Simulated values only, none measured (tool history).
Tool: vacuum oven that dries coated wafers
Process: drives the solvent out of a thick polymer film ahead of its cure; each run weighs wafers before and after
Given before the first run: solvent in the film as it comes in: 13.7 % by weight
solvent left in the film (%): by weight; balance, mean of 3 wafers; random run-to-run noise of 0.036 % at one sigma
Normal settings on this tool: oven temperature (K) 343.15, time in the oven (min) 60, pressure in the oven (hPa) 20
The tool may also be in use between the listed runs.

{"run": 1, "hour": 0.0, "oven temperature (K)": 343.15, "time in the oven (min)": 60, "pressure in the oven (hPa)": 20, "solvent left in the film (%)": 2.03}
{"run": 2, "hour": 23.1, "oven temperature (K)": 343.15, "time in the oven (min)": 60, "pressure in the oven (hPa)": 20, "solvent left in the film (%)": 2.07}
{"run": 3, "hour": 45.2, "oven temperature (K)": 343.15, "time in the oven (min)": 79, "pressure in the oven (hPa)": 20, "solvent left in the film (%)": 1.77}
{"run": 4, "hour": 66.6, "oven temperature (K)": 343.15, "time in the oven (min)": 60, "pressure in the oven (hPa)": 19.4, "solvent left in the film (%)": 2.05}
{"run": 5, "hour": 89.2, "oven temperature (K)": 343.15, "time in the oven (min)": 60, "pressure in the oven (hPa)": 11.8, "solvent left in the film (%)": 1.42}
{"run": 6, "hour": 114.9, "oven temperature (K)": 343.15, "time in the oven (min)": 82, "pressure in the oven (hPa)": 20, "solvent left in the film (%)": 1.72}
{"run": 7, "hour": 137.9, "oven temperature (K)": 343.15, "time in the oven (min)": 82, "pressure in the oven (hPa)": 20, "solvent left in the film (%)": 1.71}
{"run": 8, "hour": 154.2, "oven temperature (K)": 343.15, "time in the oven (min)": 77, "pressure in the oven (hPa)": 20, "solvent left in the film (%)": 1.84}
{"run": 9, "hour": 179.8, "oven temperature (K)": 343.15, "time in the oven (min)": 77, "pressure in the oven (hPa)": 20, "solvent left in the film (%)": 1.75}
{"run": 10, "hour": 203.2, "oven temperature (K)": 343.15, "time in the oven (min)": 77, "pressure in the oven (hPa)": 20, "solvent left in the film (%)": 1.82}
{"run": 11, "hour": 215.7, "oven temperature (K)": 339.15, "time in the oven (min)": 77, "pressure in the oven (hPa)": 20, "solvent left in the film (%)": 2.32}
{"run": 12, "hour": 231.8, "oven temperature (K)": 339.15, "time in the oven (min)": 77, "pressure in the oven (hPa)": 20, "solvent left in the film (%)": 2.39}
{"run": 13, "hour": 260.2, "oven temperature (K)": 339.15, "time in the oven (min)": 77, "pressure in the oven (hPa)": 20, "solvent left in the film (%)": 2.3}
{"run": 14, "hour": 279.3, "oven temperature (K)": 331.15, "time in the oven (min)": 60, "pressure in the oven (hPa)": 20, "solvent left in the film (%)": 4.79}
{"run": 15, "hour": 291.7, "oven temperature (K)": 331.15, "time in the oven (min)": 45, "pressure in the oven (hPa)": 20, "solvent left in the film (%)": 5.66}
{"run": 16, "hour": 308.5, "oven temperature (K)": 343.15, "time in the oven (min)": 60, "pressure in the oven (hPa)": 20.1, "solvent left in the film (%)": 2.04}
{"run": 17, "hour": 323.9, "oven temperature (K)": 343.15, "time in the oven (min)": 60, "pressure in the oven (hPa)": 20, "solvent left in the film (%)": 2.05}
{"run": 18, "hour": 346.4, "oven temperature (K)": 343.15, "time in the oven (min)": 60, "pressure in the oven (hPa)": 20, "solvent left in the film (%)": 2.09}
{"run": 19, "hour": 367.8, "oven temperature (K)": 343.15, "time in the oven (min)": 46, "pressure in the oven (hPa)": 20, "solvent left in the film (%)": 2.51}
{"run": 20, "hour": 380.4, "oven temperature (K)": 343.15, "time in the oven (min)": 60, "pressure in the oven (hPa)": 20, "solvent left in the film (%)": 1.95}
{"run": 21, "hour": 392.1, "oven temperature (K)": 339.15, "time in the oven (min)": 60, "pressure in the oven (hPa)": 39.7, "solvent left in the film (%)": 4.58}
{"run": 22, "hour": 410.7, "oven temperature (K)": 339.15, "time in the oven (min)": 60, "pressure in the oven (hPa)": 39.7, "solvent left in the film (%)": 4.54}
{"run": 23, "hour": 426.8, "oven temperature (K)": 329.15, "time in the oven (min)": 70, "pressure in the oven (hPa)": 21.2, "solvent left in the film (%)": 5.05}
{"run": 24, "hour": 443.4, "oven temperature (K)": 343.15, "time in the oven (min)": 32, "pressure in the oven (hPa)": 20, "solvent left in the film (%)": 3.5}
{"run": 25, "hour": 468.0, "oven temperature (K)": 356.15, "time in the oven (min)": 60, "pressure in the oven (hPa)": 20, "solvent left in the film (%)": 0.94}
{"run": 26, "hour": 484.0, "oven temperature (K)": 356.15, "time in the oven (min)": 60, "pressure in the oven (hPa)": 20, "solvent left in the film (%)": 0.95}
{"run": 27, "hour": 510.5, "oven temperature (K)": 342.15, "time in the oven (min)": 84, "pressure in the oven (hPa)": 16.4, "solvent left in the film (%)": 1.61}
{"run": 28, "hour": 523.0, "oven temperature (K)": 336.15, "time in the oven (min)": 100, "pressure in the oven (hPa)": 32.7, "solvent left in the film (%)": 3.89}
{"run": 29, "hour": 548.6, "oven temperature (K)": 330.15, "time in the oven (min)": 50, "pressure in the oven (hPa)": 20, "solvent left in the film (%)": 5.6}
{"run": 30, "hour": 566.2, "oven temperature (K)": 330.15, "time in the oven (min)": 50, "pressure in the oven (hPa)": 20, "solvent left in the film (%)": 5.61}
{"run": 31, "hour": 580.9, "oven temperature (K)": 330.15, "time in the oven (min)": 50, "pressure in the oven (hPa)": 20, "solvent left in the film (%)": 5.54}
{"run": 32, "hour": 593.8, "oven temperature (K)": 332.15, "time in the oven (min)": 60, "pressure in the oven (hPa)": 19.4, "solvent left in the film (%)": 4.35}
{"run": 33, "hour": 607.7, "oven temperature (K)": 332.15, "time in the oven (min)": 60, "pressure in the oven (hPa)": 19.4, "solvent left in the film (%)": 4.4}
{"run": 34, "hour": 619.9, "oven temperature (K)": 332.15, "time in the oven (min)": 101, "pressure in the oven (hPa)": 15.8, "solvent left in the film (%)": 2.67}
{"run": 35, "hour": 642.7, "oven temperature (K)": 341.15, "time in the oven (min)": 93, "pressure in the oven (hPa)": 59.5, "solvent left in the film (%)": 5.3}
{"run": 36, "hour": 655.9, "oven temperature (K)": 349.15, "time in the oven (min)": 52, "pressure in the oven (hPa)": 48.3, "solvent left in the film (%)": 3.26}
{"run": 37, "hour": 671.2, "oven temperature (K)": 338.15, "time in the oven (min)": 33, "pressure in the oven (hPa)": 35.5, "solvent left in the film (%)": 5.87}
{"run": 38, "hour": 690.4, "oven temperature (K)": 338.15, "time in the oven (min)": 33, "pressure in the oven (hPa)": 35.5, "solvent left in the film (%)": 5.81}
{"run": 39, "hour": 703.4, "oven temperature (K)": 338.15, "time in the oven (min)": 45, "pressure in the oven (hPa)": 35.5, "solvent left in the film (%)": 5}
{"run": 40, "hour": 726.8, "oven temperature (K)": 339.15, "time in the oven (min)": 54, "pressure in the oven (hPa)": 35.5, "solvent left in the film (%)": 4.3}

Not shown here: 1 entry made in the log between runs. Locate each between two listed runs and compare the hidden state at the listed run before it with the hidden state at the listed run after it:
Logged between run 12 and run 13: oven's thermocouples calibrated (hour 237.2)
  true wafer temperature over the reading, C: -0.02 -> 0

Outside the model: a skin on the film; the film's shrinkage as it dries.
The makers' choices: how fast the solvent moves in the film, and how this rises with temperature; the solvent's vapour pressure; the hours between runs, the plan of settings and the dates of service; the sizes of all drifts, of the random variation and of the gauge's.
